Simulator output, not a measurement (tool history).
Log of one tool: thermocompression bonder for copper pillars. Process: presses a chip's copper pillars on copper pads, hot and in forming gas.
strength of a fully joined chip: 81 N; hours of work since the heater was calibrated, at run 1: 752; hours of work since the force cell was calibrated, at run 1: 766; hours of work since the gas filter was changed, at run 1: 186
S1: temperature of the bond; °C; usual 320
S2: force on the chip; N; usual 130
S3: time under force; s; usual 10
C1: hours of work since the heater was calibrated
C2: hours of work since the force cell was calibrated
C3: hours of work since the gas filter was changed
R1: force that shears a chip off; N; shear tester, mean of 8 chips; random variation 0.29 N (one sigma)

run    hour   S1   S2  S3    C1    C2   C3    R1
  1     0.0  320  130  10   752   766  186  44.9
  2    27.2  320  130  10   773   787  208  44.0
  3    47.9  320  130  10   789   804  224  44.4
       53.9  -- forming gas filter changed
  4    80.2  320  130  10   814   828   21  47.1
  5   109.1  322  130  10   837   851   43  47.6
  6   149.9  322  130  10   869   883   75  46.6
  7   171.7  322  130  10   886   900   92  46.2
  8   207.0  322  130  10   913   928  120  46.2
  9   249.3  335  130  10   946   961  153  50.2
 10   266.9  335  130   8   960   974  167  47.4
 11   289.6  335  130   8   978   992  184  46.3
 12   330.1  335  130   8  1010  1024  216  46.3
      346.1  -- forming gas filter changed
 13   357.8  335  130   8  1031  1045    9  49.4
 14   395.4  335  130   8  1060  1075   39  48.6
 15   417.9  335  130   8  1078  1092   56  48.5
 16   435.5  335  130   8  1092  1106   70  48.5
 17   471.2  320  131  10  1119  1134   98  45.4
 18   505.7  320  130  10  1146  1161  125  44.8
 19   547.1  320  130  28  1179  1193  157  58.5
 20   590.6  320  130  10  1213  1227  191  43.8
 21   621.6  320  130  10  1237  1251  215  43.9
      638.8  -- forming gas filter changed
 22   640.8  322  130   9  1252  1266    2  46.4
 23   661.6  338   97   9  1268  1282   18  41.5
 24   691.7  338  138   6  1291  1306   41  48.7
      695.2  -- force cell calibrated
      719.9  -- heater calibrated with a thermocouple chip
 25   727.2  320  130   5     6    23   66  36.3
 26   765.2  320   80  10    35    53   96  29.1
 27   782.9  320   80  10    49    67  110  28.8
 28   808.6  345  190  10    69    87  130  65.8
 29   844.7  292  184  10    98   115  158  46.1
 30   882.9  338   90  10   127   145  188  37.4
 31   908.3  331  115   9   147   165  208  41.5
      933.4  -- forming gas filter changed
 32   940.0  320   89  15   172   190    5  39.0
 33   980.4  320   89  15   203   221   37  38.6
 34  1007.8  330  130  22   225   243   58  60.6
 35  1033.3  330  130  22   245   262   78  60.0
 36  1063.1  321  130  18   268   286  101  53.8
 37  1083.5  320   82  11   284   302  117  30.8
 38  1113.1  320   82  11   307   325  141  30.6
 39  1136.7  297  130   9   326   343  159  34.0

Forecast each of these 3 alternatives for the next run:
  A  1168.9  320  109  17  351  369  184   ?
  B  1168.9  297   83   9  351  369  184   ?
  C  1168.9  320  157  10  351  369  184   ?

run    R1
  A  45.7
  B  22.0
  C  50.5
Without the tool's hidden state the same runs would have given:
run    R1
  A  48.5
  B  23.5
  C  53.6

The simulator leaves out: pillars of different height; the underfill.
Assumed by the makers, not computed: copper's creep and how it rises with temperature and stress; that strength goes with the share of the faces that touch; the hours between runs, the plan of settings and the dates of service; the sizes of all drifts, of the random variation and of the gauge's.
